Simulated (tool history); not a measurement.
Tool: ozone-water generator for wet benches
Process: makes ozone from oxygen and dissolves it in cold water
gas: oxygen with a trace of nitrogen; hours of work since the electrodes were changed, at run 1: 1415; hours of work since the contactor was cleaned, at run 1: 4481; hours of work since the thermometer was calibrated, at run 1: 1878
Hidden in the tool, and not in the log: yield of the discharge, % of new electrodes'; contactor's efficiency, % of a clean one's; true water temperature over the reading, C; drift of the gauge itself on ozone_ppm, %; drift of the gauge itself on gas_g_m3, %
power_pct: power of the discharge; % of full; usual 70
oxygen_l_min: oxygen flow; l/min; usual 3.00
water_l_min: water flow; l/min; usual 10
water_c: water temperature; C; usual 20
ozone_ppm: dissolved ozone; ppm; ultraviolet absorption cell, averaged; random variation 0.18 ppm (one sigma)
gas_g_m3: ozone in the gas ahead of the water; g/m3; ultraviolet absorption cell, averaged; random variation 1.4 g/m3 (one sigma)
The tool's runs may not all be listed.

run	hour	power_pct	oxygen_l_min	water_l_min	water_c	hours of work since the electrodes were changed	hours of work since the contactor was cleaned	hours of work since the thermometer was calibrated	ozone_ppm	gas_g_m3
1	0.0	70	3.00	10	20	1415	4481	1878	23.0	260.2
2	124.6	70	3.00	10	20	1492	4557	1954	23.5	260.5
3	198.9	70	2.35	10	20	1537	4602	1999	22.1	279.8
4	264.8	70	2.35	10	20	1577	4642	2039	22.4	280.7
5	356.6	70	3.00	14	20	1633	4699	2095	17.8	257.7
6	423.4	70	3.00	14	20	1674	4739	2136	17.7	261.6
7	499.8	70	3.00	10	20	1721	4786	2183	23.4	257.6
8	555.7	70	3.00	10	20	1755	4820	2217	23.3	260.7
9	648.3	70	3.00	10	20	1811	4877	2274	23.0	258.0
10	728.2	70	3.00	10	20	1860	4925	2322	23.4	260.1
11	859.8	70	3.00	10	20	1940	5006	2403	23.2	259.0
12	947.3	42	3.00	10	20	1994	5059	2456	15.0	168.7
13	1009.4	70	3.00	10	20	2032	5097	2494	22.8	255.5
14	1095.8	70	3.00	10	20	2085	5150	2547	22.7	258.4
15	1204.7	70	3.00	10	20	2151	5216	2613	23.0	258.8
16	1300.2	70	3.00	10	20	2209	5275	2672	22.5	256.2
17	1375.6	70	3.00	10	20	2255	5321	2718	22.9	259.0
18	1483.9	47	5.36	10	19	2322	5387	2784	17.8	152.8
19	1555.2	78	3.00	8	14	2365	5430	2827	31.9	280.3
# hour 1566.7: water thermometer calibrated
20	1688.5	63	3.00	9	17	2446	5512	74	23.4	232.8
21	1759.5	70	1.66	10	20	2490	5555	118	19.8	308.6
22	1822.5	56	1.61	6	21	2528	5593	156	24.3	262.1
23	1959.9	43	4.53	14	17	2612	5677	240	13.2	149.0
24	2034.7	70	3.00	10	19	2658	5723	286	23.2	258.5
# hour 2151.1: water thermometer calibrated, once more
25	2170.0	70	3.00	10	19	2740	5805	12	23.0	256.5
26	2285.7	70	3.00	10	19	2811	5876	82	22.9	253.9
27	2375.3	70	3.00	15	21	2865	5931	137	16.6	255.6
# hour 2453.6: contactor cleaned
28	2518.6	70	1.66	15	21	2950	40	222	13.9	307.5
29	2599.9	70	1.66	15	21	3000	89	272	13.6	308.3
30	2656.8	94	1.85	10	20	3035	124	306	26.5	375.6
31	2788.4	51	1.85	7	20	3115	204	387	21.5	231.6
32	2880.6	97	2.01	14	20	3171	261	443	21.1	379.0

The same runs without the tool's hidden state, with the same run-to-run variation:
run	ozone_ppm	gas_g_m3
1	24.4	267.4
2	25.0	268.0
3	23.5	288.0
4	23.9	289.1
5	19.0	265.6
6	18.9	269.8
7	25.0	265.8
8	24.9	269.2
9	24.7	266.6
10	25.0	268.9
11	24.9	268.1
12	15.9	172.1
13	24.5	264.8
14	24.4	268.0
15	24.8	268.6
16	24.4	266.2
17	24.8	269.2
18	19.1	156.9
19	34.6	292.9
20	25.3	241.8
21	21.5	321.9
22	26.1	271.4
23	14.2	152.9
24	25.3	270.2
25	25.1	268.5
26	25.0	266.0
27	18.1	268.0
28	14.6	322.8
29	14.4	323.9
30	28.3	399.6
31	22.4	240.3
32	22.7	404.8

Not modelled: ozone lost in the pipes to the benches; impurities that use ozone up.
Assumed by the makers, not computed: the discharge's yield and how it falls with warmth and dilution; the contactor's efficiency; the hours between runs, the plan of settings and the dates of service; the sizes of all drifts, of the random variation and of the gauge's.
